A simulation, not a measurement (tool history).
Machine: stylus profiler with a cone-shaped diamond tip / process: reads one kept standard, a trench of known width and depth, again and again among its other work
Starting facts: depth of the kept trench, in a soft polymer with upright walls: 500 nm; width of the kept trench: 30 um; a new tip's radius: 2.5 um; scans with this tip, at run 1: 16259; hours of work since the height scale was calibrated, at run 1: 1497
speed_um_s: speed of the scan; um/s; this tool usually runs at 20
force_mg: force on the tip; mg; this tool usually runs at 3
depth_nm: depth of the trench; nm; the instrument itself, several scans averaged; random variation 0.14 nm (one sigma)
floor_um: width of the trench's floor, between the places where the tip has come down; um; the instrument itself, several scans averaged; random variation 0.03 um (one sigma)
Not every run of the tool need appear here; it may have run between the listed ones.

run,hour,speed_um_s,force_mg,scans with this tip,hours of work since the height scale was calibrated,depth_nm,floor_um
1,0,20,3,16259,1497,503.74,26.84
2,54.3,20,3,16692,1537,503.99,26.88
3,94.7,20,3,17013,1567,503.97,26.9
4,145.5,20,3,17418,1604,504.05,26.88
5,200.4,20,3,17855,1644,504.06,26.85
6,246.4,20,4.09,18221,1678,504.92,26.81
7,295,20,6.33,18609,1714,506.64,26.89
8,330.8,20,3.74,18893,1740,504.71,26.86
9,370.5,20,3.74,19210,1769,504.77,26.95
10,431,20,3.74,19691,1813,504.71,26.86
# hour 467.4: new tip fitted, height scale calibrated
11,475.8,20,3.74,67,6,504.71,26.88
12,525.3,30,3.74,461,42,504.69,26.92
13,572.5,20,6.78,837,77,507.03,26.96
14,623.2,20,3,1240,114,504.09,26.94
15,662.8,20,3,1556,143,503.94,26.94
16,708.3,20,3.79,1918,177,504.8,26.91
17,759.7,20,3.79,2327,214,504.73,26.91
18,795.4,20,3.79,2612,241,504.86,26.94
19,849.9,20,3.79,3046,280,504.8,26.93
20,911.7,20,3.79,3538,326,504.55,26.91
21,942.6,20,3,3784,348,504.07,26.9
22,1000.6,20,1.35,4246,391,502.43,26.83
23,1064.5,20,1.35,4754,438,502.11,26.87
24,1092.9,49,3,4980,459,503.99,26.75
25,1148.8,22,4.62,5426,500,505.34,26.91
26,1177.9,10,6.79,5657,521,507.23,26.97
27,1226.6,20,4.24,6045,557,505.08,26.91
28,1255.5,20,4.24,6275,578,505.3,26.88
29,1300.5,77,8.03,6633,611,507.9,26.81
30,1362,77,8.03,7123,656,507.79,26.76
31,1409,77,8.03,7497,690,508.1,26.8
32,1445.2,30,3.33,7785,717,504.53,26.85
33,1477.4,12,7.23,8041,741,507.36,26.96
34,1519,10,2.73,8373,771,503.98,26.86
35,1584.7,52,2.73,8896,819,503.98,26.72
36,1641.5,49,3.89,9348,861,505.07,26.76
37,1691.6,6,2.38,9747,898,503.36,26.95
38,1726.1,6,2.38,10022,923,503.45,27.04
39,1754,58,1.61,10244,943,502.87,26.63
40,1815.2,18,5.42,10731,988,505.93,26.85
41,1869.8,18,5.42,11166,1028,506.24,26.94
42,1900,23,3.02,11406,1050,504.16,26.93
43,1946.7,11,7.13,11778,1085,507.21,26.95
44,1981.3,11,7.13,12054,1110,507.46,26.95
45,2044.4,8,4.1,12556,1156,505.2,26.91
46,2077.6,8,4.1,12820,1181,505.16,26.99
47,2108.7,8,4.1,13068,1203,504.8,26.91

For each run, the measured value with the value that run would have given without the tool's hidden condition subtracted. The run-to-run variation is shared by both, the gauge scatter possibly not:
Hidden conditions of the tool in this case: radius of the tip, um; height scale over the true one, %; drift of the gauge itself on depth_nm, %; drift of the gauge itself on floor_um, %.
run,floor_um
1,-0.04
2,-0.04
3,-0.04
4,-0.04
5,-0.04
6,-0.04
7,-0.05
8,-0.04
9,-0.04
10,-0.04
11,+0
12,+0
13,+0
14,+0
15,-0.01
16,+0
17,+0
18,-0.01
19,-0.01
20,+0
21,-0.01
22,-0.01
23,-0.01
24,-0.01
25,-0.01
26,-0.01
27,-0.01
28,-0.01
29,-0.01
30,-0.01
31,-0.02
32,-0.02
33,-0.02
34,-0.01
35,-0.02
36,-0.02
37,-0.02
38,-0.02
39,-0.02
40,-0.02
41,-0.02
42,-0.03
43,-0.03
44,-0.03
45,-0.03
46,-0.02
47,-0.03
depth_nm: within 0.04 nm of the measured result in every run.
